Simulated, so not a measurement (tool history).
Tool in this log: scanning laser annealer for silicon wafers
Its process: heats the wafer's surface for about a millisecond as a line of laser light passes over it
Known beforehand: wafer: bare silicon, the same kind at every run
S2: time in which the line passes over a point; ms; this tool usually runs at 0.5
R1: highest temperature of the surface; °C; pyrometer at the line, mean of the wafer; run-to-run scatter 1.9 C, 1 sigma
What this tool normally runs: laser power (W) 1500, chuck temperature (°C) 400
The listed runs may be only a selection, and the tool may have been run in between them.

Run 1, hour 0: usual settings. Result: R1 1091 °C.
Run 2, hour 8.6: usual settings. Result: R1 1088 °C.
Run 3, hour 20.2: usual settings. Result: R1 1084 °C.
Run 4, hour 28.2: usual settings but S2 0.355 ms. Result: R1 975 °C.
Run 5, hour 34.3: usual settings. Result: R1 1089 °C.
Run 6, hour 46.8: usual settings. Result: R1 1087 °C.
Run 7, hour 53.7: usual settings. Result: R1 1085 °C.
Run 8, hour 66.7: usual settings. Result: R1 1085 °C.
Run 9, hour 78.4: usual settings. Result: R1 1086 °C.
Run 10, hour 91.2: usual settings. Result: R1 1082 °C.
Run 11, hour 98.8: usual settings but chuck temperature (°C) 406. Result: R1 1088 °C.
Run 12, hour 107.6: usual settings. Result: R1 1088 °C.
Run 13, hour 116.1: usual settings. Result: R1 1086 °C.
Run 14, hour 124.4: usual settings. Result: R1 1086 °C.
Run 15, hour 133.5: usual settings. Result: R1 1085 °C.
Run 16, hour 140.2: usual settings. Result: R1 1085 °C.
Run 17, hour 151.4: usual settings but chuck temperature (°C) 368. Result: R1 1053 °C.
Run 18, hour 159.5: usual settings. Result: R1 1084 °C.
Run 19, hour 169.7: usual settings. Result: R1 1087 °C.
Run 20, hour 176.3: usual settings but S2 0.446 ms. Result: R1 1044 °C.
Run 21, hour 188: usual settings but laser power (W) 1611, S2 0.466 ms. Result: R1 1111 °C.
Run 22, hour 200.7: usual settings but laser power (W) 1465, S2 0.564 ms. Result: R1 1110 °C.
Run 23, hour 207.7: usual settings but laser power (W) 1465, S2 0.564 ms. Result: R1 1110 °C.
Run 24, hour 214.7: usual settings but laser power (W) 1285, S2 0.465 ms. Result: R1 960 °C.
Run 25, hour 222.6: usual settings but laser power (W) 1285, S2 0.465 ms. Result: R1 958 °C.
Run 26, hour 235.4: usual settings but laser power (W) 1285, S2 0.465 ms. Result: R1 958 °C.
Run 27, hour 243.8: usual settings but S2 0.559 ms. Result: R1 1125 °C.
Run 28, hour 255.2: usual settings but laser power (W) 1533, S2 0.559 ms. Result: R1 1142 °C.
Run 29, hour 265.3: usual settings but laser power (W) 1533, S2 0.559 ms. Result: R1 1138 °C.
Run 30, hour 271.2: usual settings but laser power (W) 1533, S2 0.367 ms. Result: R1 993 °C.
Run 31, hour 279.9: usual settings but laser power (W) 1533, S2 0.367 ms. Result: R1 992 °C.
Run 32, hour 289.1: usual settings but laser power (W) 1311, S2 0.404 ms, chuck temperature (°C) 426. Result: R1 959 °C.
Run 33, hour 294.7: usual settings but laser power (W) 1311, S2 0.404 ms, chuck temperature (°C) 426. Result: R1 953 °C.
Run 34, hour 305.2: usual settings but laser power (W) 1330, S2 0.514 ms, chuck temperature (°C) 383. Result: R1 991 °C.
Run 35, hour 316.4: usual settings but laser power (W) 1439, S2 0.582 ms, chuck temperature (°C) 411. Result: R1 1121 °C.
Run 36, hour 327.9: usual settings but laser power (W) 1439, S2 0.582 ms, chuck temperature (°C) 411. Result: R1 1118 °C.
Run 37, hour 336: usual settings but laser power (W) 1422, S2 0.547 ms, chuck temperature (°C) 360. Result: R1 1035 °C.
Run 38, hour 348.7: usual settings but S2 0.36 ms, chuck temperature (°C) 412. Result: R1 984 °C.
Run 39, hour 360.6: usual settings but chuck temperature (°C) 426. Result: R1 1105 °C.
Run 40, hour 371.8: usual settings but chuck temperature (°C) 426. Result: R1 1106 °C.

For each run, the measured value with the value that run would have given without the tool's hidden condition subtracted. The run-to-run variation is shared by both, the gauge scatter possibly not:
The tool's hidden condition here consists of: light that passes the window, % of a clean one's; laser's true power over the reading, %; width of the line over the set one, %; drift of the gauge itself on peak_c, C.
run   R1
  1  -16
  2  -17
  3  -17
  4  -14
  5  -18
  6  -17
  7  -18
  8  -18
  9  -19
 10  -19
 11  -19
 12  -19
 13  -19
 14  -20
 15  -19
 16  -20
 17  -20
 18  -20
 19  -20
 20  -19
 21  -22
 22  -22
 23  -22
 24  -17
 25  -17
 26  -18
 27  -23
 28  -25
 29  -25
 30  -20
 31  -20
 32  -18
 33  -18
 34  -21
 35  -25
 36  -25
 37  -24
 38  -20
 39  -25
 40  -25

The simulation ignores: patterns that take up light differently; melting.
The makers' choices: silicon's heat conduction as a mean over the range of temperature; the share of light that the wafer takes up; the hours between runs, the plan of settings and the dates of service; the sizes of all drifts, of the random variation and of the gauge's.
